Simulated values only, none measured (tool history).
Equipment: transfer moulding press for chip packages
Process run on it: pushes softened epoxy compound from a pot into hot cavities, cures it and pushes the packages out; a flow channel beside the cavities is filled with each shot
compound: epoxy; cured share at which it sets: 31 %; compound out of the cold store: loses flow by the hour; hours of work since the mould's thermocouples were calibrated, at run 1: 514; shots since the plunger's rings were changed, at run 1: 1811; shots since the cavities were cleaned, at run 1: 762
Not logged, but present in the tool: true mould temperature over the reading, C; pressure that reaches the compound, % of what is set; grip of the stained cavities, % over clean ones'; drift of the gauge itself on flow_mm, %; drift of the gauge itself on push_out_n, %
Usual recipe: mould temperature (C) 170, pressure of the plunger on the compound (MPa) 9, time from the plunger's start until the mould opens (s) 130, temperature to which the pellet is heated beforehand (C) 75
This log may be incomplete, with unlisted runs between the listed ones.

| run | hour | mould temperature (C) | pressure of the plunger on the compound (MPa) | time from the plunger's start until the mould opens (s) | temperature to which the pellet is heated beforehand (C) | hours of work since the mould's thermocouples were calibrated | shots since the plunger's rings were changed | shots since the cavities were cleaned | incoming compound's hours out of the cold store | length that the compound runs in the flow channel (mm) | greatest force on the pins that push the packages out (N) |
|---|---|---|---|---|---|---|---|---|---|---|---|
| 1 | 0 | 170 | 9 | 130 | 75 | 514 | 1811 | 762 | 35.6 | 864 | 368 |
|  | 47.3 | cavities cleaned with cleaning compound and waxed |
| 2 | 47.3 | 170 | 9 | 130 | 75 | 534 | 2101 | 0 | 10.9 | 940 | 220 |
| 3 | 77.3 | 170 | 9 | 130 | 75 | 547 | 2292 | 191 | 42.2 | 844 | 267 |
| 4 | 106.8 | 170 | 9 | 130 | 75 | 560 | 2479 | 378 | 35.2 | 863 | 321 |
| 5 | 147.1 | 170 | 9 | 130 | 75 | 577 | 2733 | 632 | 40.7 | 841 | 332 |
|  | 166.2 | plunger's sealing rings changed |
| 6 | 183.2 | 170 | 9 | 130 | 80 | 592 | 107 | 845 | 11.8 | 964 | 371 |
|  | 218.2 | cavities cleaned with cleaning compound and waxed |
| 7 | 226.5 | 170 | 9 | 130 | 80 | 610 | 372 | 52 | 38.6 | 878 | 232 |
| 8 | 273.6 | 170 | 9 | 130 | 77 | 630 | 671 | 351 | 17.4 | 937 | 309 |
| 9 | 325.6 | 170 | 9 | 130 | 77 | 653 | 1000 | 680 | 32 | 896 | 347 |
| 10 | 372.6 | 170 | 9 | 130 | 77 | 673 | 1298 | 978 | 35.5 | 876 | 367 |
|  | 387 | cavities cleaned with cleaning compound and waxed |
| 11 | 407 | 170 | 9 | 130 | 77 | 687 | 1507 | 127 | 28.1 | 896 | 258 |
|  | 413.1 | mould's thermocouples calibrated |
| 12 | 451.1 | 170 | 9 | 130 | 75 | 16 | 1773 | 393 | 33.1 | 871 | 319 |
| 13 | 490.5 | 170 | 9 | 130 | 75 | 34 | 2023 | 643 | 26.2 | 887 | 355 |
|  | 531.4 | mould's thermocouples calibrated, once more |
| 14 | 536.4 | 163 | 9 | 130 | 71 | 2 | 2301 | 921 | 26.7 | 925 | 573 |
|  | 560.1 | cavities cleaned with cleaning compound and waxed |
| 15 | 568.2 | 163 | 9 | 130 | 71 | 15 | 2493 | 51 | 10.8 | 969 | 390 |
| 16 | 597.2 | 170 | 7.93 | 130 | 75 | 28 | 2676 | 234 | 48 | 775 | 276 |
|  | 623 | plunger's sealing rings changed |
| 17 | 641.9 | 170 | 9 | 144 | 75 | 46 | 120 | 502 | 44.8 | 864 | 301 |
| 18 | 666.5 | 172 | 7 | 144 | 75 | 57 | 276 | 658 | 9.7 | 846 | 321 |
| 19 | 699.4 | 170 | 7.82 | 130 | 75 | 71 | 484 | 866 | 17.2 | 880 | 359 |
|  | 731.3 | cavities cleaned with cleaning compound and waxed |
| 20 | 749 | 170 | 8.14 | 130 | 70 | 92 | 789 | 112 | 15.2 | 896 | 262 |
| 21 | 775 | 178 | 9 | 130 | 80 | 103 | 954 | 277 | 42 | 825 | 277 |
| 22 | 825.9 | 178 | 9 | 130 | 80 | 125 | 1276 | 599 | 35.4 | 838 | 304 |

Run 23, settings as shown, results not yet in. Your forecast:
| 23 | 873.6 | 163 | 10.06 | 134 | 80 | 146 | 1578 | 901 | 47.6 | ? | ? |

length that the compound runs in the flow channel (mm): 919
greatest force on the pins that push the packages out (N): 517
Minus the tool's unlogged condition, the same run would have read length that the compound runs in the flow channel (mm) 947, greatest force on the pins that push the packages out (N) 304.

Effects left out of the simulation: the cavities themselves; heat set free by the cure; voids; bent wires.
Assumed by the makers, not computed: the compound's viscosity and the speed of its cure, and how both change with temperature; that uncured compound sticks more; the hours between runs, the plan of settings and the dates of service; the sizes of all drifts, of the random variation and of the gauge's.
